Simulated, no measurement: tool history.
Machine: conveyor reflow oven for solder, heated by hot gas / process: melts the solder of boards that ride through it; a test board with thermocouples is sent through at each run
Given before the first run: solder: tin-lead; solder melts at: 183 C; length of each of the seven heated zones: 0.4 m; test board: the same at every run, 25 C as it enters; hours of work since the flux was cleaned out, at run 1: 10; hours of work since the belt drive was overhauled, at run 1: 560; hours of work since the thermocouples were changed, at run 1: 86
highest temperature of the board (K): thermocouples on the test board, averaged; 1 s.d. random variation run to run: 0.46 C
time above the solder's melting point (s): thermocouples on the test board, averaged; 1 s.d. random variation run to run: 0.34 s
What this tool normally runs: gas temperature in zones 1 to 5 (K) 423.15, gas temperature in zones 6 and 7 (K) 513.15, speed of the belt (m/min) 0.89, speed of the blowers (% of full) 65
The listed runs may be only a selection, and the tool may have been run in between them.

run	hour	gas temperature in zones 1 to 5 (K)	gas temperature in zones 6 and 7 (K)	speed of the belt (m/min)	speed of the blowers (% of full)	hours of work since the flux was cleaned out	hours of work since the belt drive was overhauled	hours of work since the thermocouples were changed	highest temperature of the board (K)	time above the solder's melting point (s)
1	0	423.15	513.15	0.89	65	10	560	86	497.45	47.3
2	85	423.15	513.15	0.89	65	70	620	146	496.15	46.6
3	140.4	423.15	513.15	0.89	65	109	659	185	494.95	47.3
4	231.5	423.15	513.15	0.89	65	173	722	248	494.95	46.1
5	287.8	423.15	513.15	0.89	65	212	762	288	494.45	46
6	340.2	423.15	513.15	0.89	65	249	799	325	494.65	46.1
7	390.1	423.15	513.15	0.89	65	284	834	360	494.15	45.8
# hour 399.2: flux residue cleaned out of gas plates and filters
8	474.7	423.15	513.15	0.739	65	53	889	415	496.85	57.8
9	516.2	423.15	526.15	0.89	65	82	919	445	502.75	49.8
10	558	423.15	513.15	0.87	86	111	948	474	494.85	47.8

What does the tool deliver on the next run?
11	647	423.15	513.15	0.87	86	174	1010	536	?	?

Logged for run 11: highest temperature of the board (K) 493.35, time above the solder's melting point (s) 46.9.
If the tool had no hidden condition, the same run with the same run-to-run variation would have returned highest temperature of the board (K) 500.75, time above the solder's melting point (s) 49.8.
